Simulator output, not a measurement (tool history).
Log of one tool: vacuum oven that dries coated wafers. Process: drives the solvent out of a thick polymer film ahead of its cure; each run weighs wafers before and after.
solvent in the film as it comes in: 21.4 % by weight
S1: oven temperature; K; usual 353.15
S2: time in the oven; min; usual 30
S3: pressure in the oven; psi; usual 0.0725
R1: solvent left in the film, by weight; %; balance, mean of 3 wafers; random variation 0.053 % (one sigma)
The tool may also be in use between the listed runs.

run 1 hour=0 | S1=353.15 S2=30 S3=0.0725 | R1=2.4
run 2 hour=11.5 | S1=353.15 S2=30 S3=0.0643 | R1=2.27
run 3 hour=27.2 | S1=353.15 S2=30 S3=0.0643 | R1=2.32
run 4 hour=44.7 | S1=353.15 S2=30 S3=0.0643 | R1=2.31
run 5 hour=65.9 | S1=352.15 S2=30 S3=0.0643 | R1=2.64
run 6 hour=77.7 | S1=353.15 S2=30 S3=0.0796 | R1=2.35
run 7 hour=91.8 | S1=357.15 S2=30 S3=0.0725 | R1=1.43
run 8 hour=110.3 | S1=357.15 S2=32 S3=0.0725 | R1=1.25
run 9 hour=130.9 | S1=357.15 S2=32 S3=0.0725 | R1=1.28
run 10 hour=153 | S1=357.15 S2=32 S3=0.0725 | R1=1.37
run 11 hour=175.9 | S1=357.15 S2=32 S3=0.0725 | R1=1.22
run 12 hour=199.2 | S1=353.15 S2=30 S3=0.1223 | R1=2.56
run 13 hour=213.2 | S1=353.15 S2=30 S3=0.1223 | R1=2.54
run 14 hour=238.4 | S1=353.15 S2=30 S3=0.1223 | R1=2.56
run 15 hour=256.9 | S1=353.15 S2=30 S3=0.1223 | R1=2.55
run 16 hour=279.8 | S1=353.15 S2=46 S3=0.0725 | R1=0.95
run 17 hour=304.2 | S1=354.15 S2=35 S3=0.0725 | R1=1.7
run 18 hour=315.5 | S1=354.15 S2=35 S3=0.0725 | R1=1.59
run 19 hour=339 | S1=367.15 S2=53 S3=0.0773 | R1=0.19
run 20 hour=352.3 | S1=367.15 S2=53 S3=0.0773 | R1=0.09
run 21 hour=373.4 | S1=367.15 S2=53 S3=0.0773 | R1=0.13
run 22 hour=398 | S1=339.15 S2=30 S3=0.2677 | R1=8.66
run 23 hour=412.5 | S1=345.15 S2=32 S3=0.0827 | R1=4.97
run 24 hour=427 | S1=361.15 S2=19 S3=0.0458 | R1=2.38
run 25 hour=441.2 | S1=353.15 S2=18 S3=0.1864 | R1=5.55
run 26 hour=459.8 | S1=353.15 S2=18 S3=0.1864 | R1=5.53
run 27 hour=479.3 | S1=368.15 S2=19 S3=0.0725 | R1=1.03
run 28 hour=495.8 | S1=346.15 S2=28 S3=0.0515 | R1=5.39
run 29 hour=510.4 | S1=361.15 S2=28 S3=0.0524 | R1=0.96
run 30 hour=524.5 | S1=361.15 S2=48 S3=0.0387 | R1=0.17
run 31 hour=545.7 | S1=361.15 S2=48 S3=0.0387 | R1=0.21

The same runs without the tool's hidden state, with the same run-to-run variation:
The hidden state here: true wafer temperature over the reading, C; true pressure over the reading, kPa; drift of the gauge itself on solvent_pct, %.
run=1 R1=1.83
run=2 R1=1.71
run=3 R1=1.75
run=4 R1=1.73
run=5 R1=2
run=6 R1=1.74
run=7 R1=1.01
run=8 R1=0.87
run=9 R1=0.89
run=10 R1=0.97
run=11 R1=0.81
run=12 R1=1.89
run=13 R1=1.87
run=14 R1=1.85
run=15 R1=1.86
run=16 R1=0.6
run=17 R1=1.15
run=18 R1=1.05
run=19 R1=0.16
run=20 R1=0.05
run=21 R1=0.09
run=22 R1=7.4
run=23 R1=3.86
run=24 R1=1.66
run=25 R1=4.44
run=26 R1=4.43
run=27 R1=0.65
run=28 R1=4.2
run=29 R1=0.56
run=30 R1=0.07
run=31 R1=0.11
